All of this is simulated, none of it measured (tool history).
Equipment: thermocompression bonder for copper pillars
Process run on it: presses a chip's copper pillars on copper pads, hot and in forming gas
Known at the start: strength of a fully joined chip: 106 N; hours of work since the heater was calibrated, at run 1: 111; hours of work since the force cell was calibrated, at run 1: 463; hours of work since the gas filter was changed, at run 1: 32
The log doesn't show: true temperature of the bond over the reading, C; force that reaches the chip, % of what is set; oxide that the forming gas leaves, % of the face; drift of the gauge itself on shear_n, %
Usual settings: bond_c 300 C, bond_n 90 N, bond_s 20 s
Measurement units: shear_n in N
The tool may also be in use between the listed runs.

| run | hour | bond_c | bond_n | bond_s | hours of work since the heater was calibrated | hours of work since the force cell was calibrated | hours of work since the gas filter was changed | shear_n |
|---|---|---|---|---|---|---|---|---|
| 1 | 0 | 300 | 90 | 20 | 111 | 463 | 32 | 61.5 |
| 2 | 10 | 300 | 90 | 20 | 119 | 470 | 40 | 61.1 |
| 3 | 27.2 | 279 | 90 | 20 | 132 | 483 | 53 | 50.3 |
| 4 | 36.7 | 308 | 90 | 20 | 139 | 490 | 60 | 65.4 |
| 5 | 51.9 | 308 | 90 | 20 | 150 | 502 | 72 | 65.3 |
| 6 | 67.3 | 300 | 78 | 20 | 162 | 514 | 83 | 55.8 |
| 7 | 77.2 | 300 | 78 | 20 | 170 | 521 | 91 | 55.7 |
| 8 | 92.8 | 300 | 78 | 20 | 182 | 533 | 103 | 55.8 |
| 9 | 109 | 300 | 90 | 20 | 194 | 545 | 115 | 61.7 |
| 10 | 121.8 | 300 | 90 | 20 | 204 | 555 | 125 | 61.5 |
| 11 | 137.9 | 306 | 118 | 34 | 216 | 567 | 137 | 85.3 |
| 12 | 154.4 | 306 | 118 | 34 | 228 | 580 | 149 | 85.6 |
| 13 | 167.1 | 308 | 118 | 51 | 238 | 590 | 159 | 92.3 |
| 14 | 177.5 | 308 | 118 | 51 | 246 | 597 | 167 | 92.6 |
| 15 | 193.1 | 308 | 118 | 51 | 258 | 609 | 179 | 93 |
|  | 203.1 | forming gas filter changed |
| 16 | 208.1 | 300 | 124 | 17 | 269 | 620 | 4 | 71.9 |
| 17 | 219.5 | 273 | 64 | 28 | 277 | 629 | 12 | 41.8 |
| 18 | 232.9 | 273 | 64 | 28 | 288 | 639 | 23 | 41.7 |
| 19 | 247.7 | 315 | 64 | 23 | 299 | 650 | 34 | 59.2 |

Each row is a separate what-if for the run after 19, all from the same tool condition, not one after another. Results?
| A | 258.1 | 313 | 64 | 23 | 307 | 658 | 42 | ? |
| B | 258.1 | 315 | 91 | 40 | 307 | 658 | 42 | ? |
| C | 258.1 | 313 | 90 | 20 | 307 | 658 | 42 | ? |
| D | 258.1 | 292 | 120 | 20 | 307 | 658 | 42 | ? |

| run | shear_n |
|---|---|
| A | 58.6 |
| B | 83.5 |
| C | 68.9 |
| D | 69.6 |
Without the tool's hidden state the same runs would have given:
| run | shear_n |
|---|---|
| A | 57.7 |
| B | 82.4 |
| C | 67.9 |
| D | 68.6 |

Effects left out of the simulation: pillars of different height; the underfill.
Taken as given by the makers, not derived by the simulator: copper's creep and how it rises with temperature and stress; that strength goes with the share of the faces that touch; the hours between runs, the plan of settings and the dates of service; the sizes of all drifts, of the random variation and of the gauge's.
